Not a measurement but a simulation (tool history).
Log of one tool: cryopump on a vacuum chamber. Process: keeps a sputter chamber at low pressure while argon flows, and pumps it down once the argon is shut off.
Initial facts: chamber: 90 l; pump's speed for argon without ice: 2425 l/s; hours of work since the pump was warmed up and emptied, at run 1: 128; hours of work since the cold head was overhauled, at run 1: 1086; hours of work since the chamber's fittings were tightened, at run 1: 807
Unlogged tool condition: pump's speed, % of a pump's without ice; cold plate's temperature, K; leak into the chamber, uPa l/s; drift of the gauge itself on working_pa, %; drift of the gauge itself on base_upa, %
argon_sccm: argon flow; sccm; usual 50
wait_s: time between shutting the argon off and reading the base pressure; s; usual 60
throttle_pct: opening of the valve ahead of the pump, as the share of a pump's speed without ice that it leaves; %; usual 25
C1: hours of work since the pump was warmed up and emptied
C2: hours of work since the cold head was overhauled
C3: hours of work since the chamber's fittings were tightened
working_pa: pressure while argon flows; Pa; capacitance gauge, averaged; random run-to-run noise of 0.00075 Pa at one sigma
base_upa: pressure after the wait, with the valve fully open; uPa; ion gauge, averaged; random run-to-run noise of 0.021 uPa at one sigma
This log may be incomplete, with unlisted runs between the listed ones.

Run 1, hour 0: usual settings; C1 128; C2 1086; C3 807. Result: working_pa 0.1414 Pa, base_upa 1.31 uPa.
Run 2, hour 49.7: usual settings but throttle_pct 19 %; C1 157; C2 1115; C3 836. Result: working_pa 0.1862 Pa, base_upa 1.32 uPa.
Run 3, hour 90.1: usual settings; C1 181; C2 1139; C3 860. Result: working_pa 0.142 Pa, base_upa 1.29 uPa.
Run 4, hour 133.8: usual settings; C1 206; C2 1165; C3 885. Result: working_pa 0.1435 Pa, base_upa 1.35 uPa.
Run 5, hour 160.6: usual settings; C1 222; C2 1180; C3 901. Result: working_pa 0.143 Pa, base_upa 1.38 uPa.
Run 6, hour 189.4: usual settings; C1 239; C2 1197; C3 918. Result: working_pa 0.143 Pa, base_upa 1.43 uPa.
Run 7, hour 232.3: usual settings; C1 264; C2 1222; C3 943. Result: working_pa 0.1428 Pa, base_upa 1.42 uPa.
Run 8, hour 270.2: usual settings; C1 286; C2 1245; C3 965. Result: working_pa 0.1427 Pa, base_upa 1.49 uPa.
Run 9, hour 326.4: usual settings but throttle_pct 16 %; C1 319; C2 1278; C3 998. Result: working_pa 0.2218 Pa, base_upa 1.58 uPa.
Run 10, hour 380.5: usual settings but throttle_pct 16 %; C1 351; C2 1309; C3 1030. Result: working_pa 0.2209 Pa, base_upa 1.6 uPa.
Run 11, hour 422.7: usual settings but throttle_pct 36 %; C1 375; C2 1334; C3 1054. Result: working_pa 0.1018 Pa, base_upa 1.62 uPa.
Run 12, hour 472.1: usual settings but throttle_pct 36 %; C1 404; C2 1363; C3 1083. Result: working_pa 0.1031 Pa, base_upa 1.69 uPa.

Predict the results of run 13:
Run 13, hour 495.9: usual settings but throttle_pct 36 %; C1 418; C2 1377; C3 1097. Result: working_pa ?, base_upa ?.

{"run 13": {"working_pa": 0.1031, "base_upa": 1.69}}
If the tool had no hidden condition, the same run with the same run-to-run variation would have returned working_pa 0.0972 Pa, base_upa 0.47 uPa.
